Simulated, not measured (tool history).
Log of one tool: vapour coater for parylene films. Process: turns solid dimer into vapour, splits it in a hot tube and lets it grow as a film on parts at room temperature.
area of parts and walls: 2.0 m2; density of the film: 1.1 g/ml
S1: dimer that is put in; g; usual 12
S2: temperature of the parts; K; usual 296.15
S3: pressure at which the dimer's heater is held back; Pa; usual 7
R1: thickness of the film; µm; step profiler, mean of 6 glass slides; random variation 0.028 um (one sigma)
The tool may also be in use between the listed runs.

run 1 hour=0 | S1=12 S2=296.15 S3=7 | R1=2.07
run 2 hour=40.3 | S1=12 S2=296.15 S3=7 | R1=2.05
run 3 hour=93.8 | S1=12 S2=296.15 S3=7 | R1=2.03
-- hour=125.4 trap's valve overhauled
run 4 hour=149.9 | S1=12 S2=296.15 S3=7.37 | R1=1.82
run 5 hour=209.5 | S1=12 S2=296.15 S3=7 | R1=1.8
run 6 hour=245 | S1=12 S2=296.15 S3=7 | R1=1.82
run 7 hour=291.1 | S1=12 S2=296.15 S3=7 | R1=1.76
run 8 hour=315.6 | S1=12 S2=296.15 S3=7 | R1=1.7
run 9 hour=355.2 | S1=12 S2=291.15 S3=7 | R1=1.94
run 10 hour=411.3 | S1=12 S2=296.15 S3=7 | R1=1.7
-- hour=436.5 trap's valve overhauled, once more
run 11 hour=453.1 | S1=12 S2=296.15 S3=7 | R1=2.43
run 12 hour=510.9 | S1=12 S2=296.15 S3=7 | R1=2.34
run 13 hour=564.2 | S1=12 S2=296.15 S3=7 | R1=2.34
run 14 hour=591.3 | S1=12 S2=296.15 S3=7 | R1=2.3
run 15 hour=648.4 | S1=12 S2=296.15 S3=7 | R1=2.24
run 16 hour=689 | S1=12 S2=296.15 S3=7 | R1=2.27
run 17 hour=736.8 | S1=12 S2=291.15 S3=2.03 | R1=3.07
run 18 hour=774.6 | S1=12 S2=291.15 S3=2.03 | R1=3.05
run 19 hour=812.2 | S1=21 S2=292.15 S3=2.83 | R1=4.91
run 20 hour=855.6 | S1=5 S2=289.15 S3=10.85 | R1=1.02
run 21 hour=892.9 | S1=5 S2=298.15 S3=7 | R1=0.82
run 22 hour=929 | S1=5 S2=298.15 S3=7 | R1=0.81
run 23 hour=981 | S1=5 S2=298.15 S3=7 | R1=0.79
-- hour=1001.6 trap's valve overhauled
run 24 hour=1009.6 | S1=5 S2=298.15 S3=7 | R1=0.91
run 25 hour=1043.8 | S1=6 S2=288.15 S3=7 | R1=1.42
run 26 hour=1082.9 | S1=15 S2=303.15 S3=2.81 | R1=2.84
run 27 hour=1133.4 | S1=15 S2=303.15 S3=2.81 | R1=2.8
run 28 hour=1192.6 | S1=15 S2=303.15 S3=2.81 | R1=2.8
run 29 hour=1224.2 | S1=15 S2=293.15 S3=8.49 | R1=2.84
run 30 hour=1251.6 | S1=17 S2=296.15 S3=5.55 | R1=3.28

Hidden state or all else? Some run-to-run changes of R1, split into what the settings, what came in and random variation would give without the hidden state, and what is left for the hidden state (with any gauge scatter that isn't in both results):
The hidden state here: vapour lost through the trap's worn valve, %; true temperature of the parts over the reading, C; drift of the gauge itself on film_um, %.
Run 10 -> 11: trap's valve overhauled, once more. R1 +0.73 µm: hidden state +0.75, all else -0.02.
Run 18 -> 19: S1 12 -> 21, S2 291.15 -> 292.15, S3 2.03 -> 2.83. R1 +1.86 µm: hidden state -0.27, all else +2.13.
Run 19 -> 20: S1 21 -> 5, S2 292.15 -> 289.15, S3 2.83 -> 10.85. R1 -3.89 µm: hidden state +0.49, all else -4.38.
Run 25 -> 26: S1 6 -> 15, S2 288.15 -> 303.15, S3 7 -> 2.81. R1 +1.42 µm: hidden state -0.09, all else +1.51.
